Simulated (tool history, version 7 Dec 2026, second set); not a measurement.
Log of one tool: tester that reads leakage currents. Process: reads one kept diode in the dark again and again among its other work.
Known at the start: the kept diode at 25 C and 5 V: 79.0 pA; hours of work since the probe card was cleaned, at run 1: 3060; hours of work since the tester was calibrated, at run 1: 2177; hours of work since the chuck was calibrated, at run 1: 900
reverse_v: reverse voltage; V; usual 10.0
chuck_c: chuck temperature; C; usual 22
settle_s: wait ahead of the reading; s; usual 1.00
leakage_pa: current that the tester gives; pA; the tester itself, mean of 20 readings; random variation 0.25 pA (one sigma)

| run | hour | reverse_v | chuck_c | settle_s | hours of work since the probe card was cleaned | hours of work since the tester was calibrated | hours of work since the chuck was calibrated | leakage_pa |
|---|---|---|---|---|---|---|---|---|
| 1 | 0.0 | 10.0 | 22 | 1.00 | 3060 | 2177 | 900 | 105.49 |
| 2 | 87.8 | 10.0 | 22 | 1.00 | 3109 | 2226 | 949 | 105.28 |
| 3 | 185.0 | 10.0 | 22 | 1.00 | 3162 | 2280 | 1003 | 105.37 |
| 4 | 242.2 | 10.0 | 22 | 1.00 | 3194 | 2311 | 1034 | 105.65 |
|  | 251.0 | chuck's temperature calibrated |
|  | 311.2 | probe card cleaned and baked |
| 5 | 338.0 | 10.0 | 22 | 9.65 | 15 | 2362 | 47 | 83.23 |
| 6 | 427.1 | 10.0 | 22 | 9.65 | 64 | 2411 | 96 | 82.25 |
| 7 | 477.3 | 10.0 | 22 | 1.00 | 92 | 2439 | 124 | 83.46 |
| 8 | 556.3 | 10.6 | 22 | 1.00 | 136 | 2483 | 168 | 86.25 |
| 9 | 610.4 | 10.6 | 22 | 1.00 | 166 | 2513 | 198 | 86.59 |
| 10 | 677.4 | 10.0 | 22 | 1.00 | 203 | 2550 | 235 | 83.95 |
| 11 | 739.8 | 10.0 | 22 | 1.00 | 238 | 2585 | 270 | 83.57 |
| 12 | 837.2 | 10.0 | 22 | 1.00 | 292 | 2639 | 324 | 84.26 |
| 13 | 891.5 | 10.0 | 36 | 1.00 | 322 | 2669 | 354 | 254.04 |
| 14 | 949.2 | 10.0 | 36 | 1.00 | 354 | 2701 | 386 | 252.01 |
| 15 | 1027.7 | 2.1 | 22 | 2.84 | 398 | 2744 | 429 | 42.98 |
| 16 | 1109.7 | 1.3 | 43 | 5.46 | 443 | 2790 | 475 | 184.64 |
| 17 | 1189.6 | 10.0 | 22 | 0.47 | 487 | 2834 | 519 | 86.18 |
| 18 | 1283.7 | 2.0 | 25 | 4.19 | 540 | 2887 | 571 | 53.48 |
| 19 | 1371.0 | 14.6 | 27 | 4.45 | 588 | 2935 | 620 | 146.25 |
| 20 | 1432.5 | 2.8 | 27 | 1.73 | 622 | 2969 | 654 | 72.40 |
| 21 | 1529.1 | 2.8 | 27 | 1.73 | 676 | 3023 | 708 | 71.96 |
| 22 | 1582.1 | 2.7 | 27 | 0.93 | 705 | 3052 | 737 | 70.71 |
| 23 | 1658.1 | 7.4 | 43 | 1.00 | 747 | 3094 | 779 | 366.98 |
| 24 | 1753.0 | 7.9 | 44 | 1.00 | 800 | 3147 | 832 | 404.21 |
| 25 | 1795.4 | 7.9 | 44 | 1.00 | 824 | 3170 | 855 | 404.54 |
| 26 | 1853.1 | 7.9 | 44 | 1.00 | 856 | 3203 | 887 | 402.58 |

5 ways to go on from here, each from the tool as it stands after run 26. What would each give?
| A | 1903.0 | 1.2 | 44 | 1.00 | 883 | 3230 | 915 | ? |
| B | 1903.0 | 12.5 | 22 | 2.18 | 883 | 3230 | 915 | ? |
| C | 1903.0 | 10.0 | 22 | 0.50 | 883 | 3230 | 915 | ? |
| D | 1903.0 | 2.9 | 54 | 1.00 | 883 | 3230 | 915 | ? |
| E | 1903.0 | 8.6 | 44 | 1.00 | 883 | 3230 | 915 | ? |

| run | leakage_pa |
|---|---|
| A | 185.45 |
| B | 92.79 |
| C | 85.98 |
| D | 541.86 |
| E | 414.99 |
Without the tool's hidden state the same runs would have given:
| run | leakage_pa |
|---|---|
| A | 197.22 |
| B | 89.39 |
| C | 83.98 |
| D | 573.80 |
| E | 436.09 |
